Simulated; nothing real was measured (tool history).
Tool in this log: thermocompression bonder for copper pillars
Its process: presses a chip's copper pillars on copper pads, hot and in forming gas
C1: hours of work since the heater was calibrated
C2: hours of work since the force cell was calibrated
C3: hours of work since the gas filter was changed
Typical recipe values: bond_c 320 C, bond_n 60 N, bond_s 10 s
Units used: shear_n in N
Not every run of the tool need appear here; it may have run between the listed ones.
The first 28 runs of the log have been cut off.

run 29 hour=1129.9 | bond_c=336 bond_n=45 bond_s=6 | C1=743 C2=873 C3=353 | shear_n=42.4
run 30 hour=1157.1 | bond_c=329 bond_n=74 bond_s=10 | C1=755 C2=884 C3=364 | shear_n=66.7
run 31 hour=1196.5 | bond_c=326 bond_n=47 bond_s=8 | C1=771 C2=901 C3=380 | shear_n=44.5
-- hour=1222.5 forming gas filter changed
run 32 hour=1254.2 | bond_c=338 bond_n=46 bond_s=10 | C1=794 C2=924 C3=13 | shear_n=52.4
run 33 hour=1282.9 | bond_c=300 bond_n=60 bond_s=9 | C1=805 C2=935 C3=25 | shear_n=42.7
run 34 hour=1311.0 | bond_c=331 bond_n=60 bond_s=10 | C1=817 C2=947 C3=36 | shear_n=59.7
run 35 hour=1355.1 | bond_c=320 bond_n=88 bond_s=7 | C1=835 C2=965 C3=54 | shear_n=63.9
run 36 hour=1413.8 | bond_c=332 bond_n=69 bond_s=6 | C1=859 C2=989 C3=78 | shear_n=57.2
run 37 hour=1454.1 | bond_c=349 bond_n=54 bond_s=10 | C1=875 C2=1005 C3=94 | shear_n=63.4
run 38 hour=1511.6 | bond_c=349 bond_n=54 bond_s=10 | C1=898 C2=1028 C3=118 | shear_n=63.5
run 39 hour=1549.5 | bond_c=349 bond_n=54 bond_s=10 | C1=914 C2=1044 C3=133 | shear_n=63.7

Predict each of these 5 candidate next runs independently; none follows another, all start after run 39:
run A hour=1579.1 | bond_c=334 bond_n=57 bond_s=8 | C1=926 C2=1056 C3=145 | shear_n=?
run B hour=1579.1 | bond_c=320 bond_n=40 bond_s=10 | C1=926 C2=1056 C3=145 | shear_n=?
run C hour=1579.1 | bond_c=349 bond_n=54 bond_s=27 | C1=926 C2=1056 C3=145 | shear_n=?
run D hour=1579.1 | bond_c=320 bond_n=65 bond_s=14 | C1=926 C2=1056 C3=145 | shear_n=?
run E hour=1579.1 | bond_c=320 bond_n=58 bond_s=10 | C1=926 C2=1056 C3=145 | shear_n=?

run=A shear_n=55.2
run=B shear_n=39.0
run=C shear_n=75.7
run=D shear_n=62.8
run=E shear_n=52.8
Without the tool's hidden state the same runs would have given:
run=A shear_n=56.2
run=B shear_n=39.6
run=C shear_n=77.1
run=D shear_n=63.9
run=E shear_n=53.8
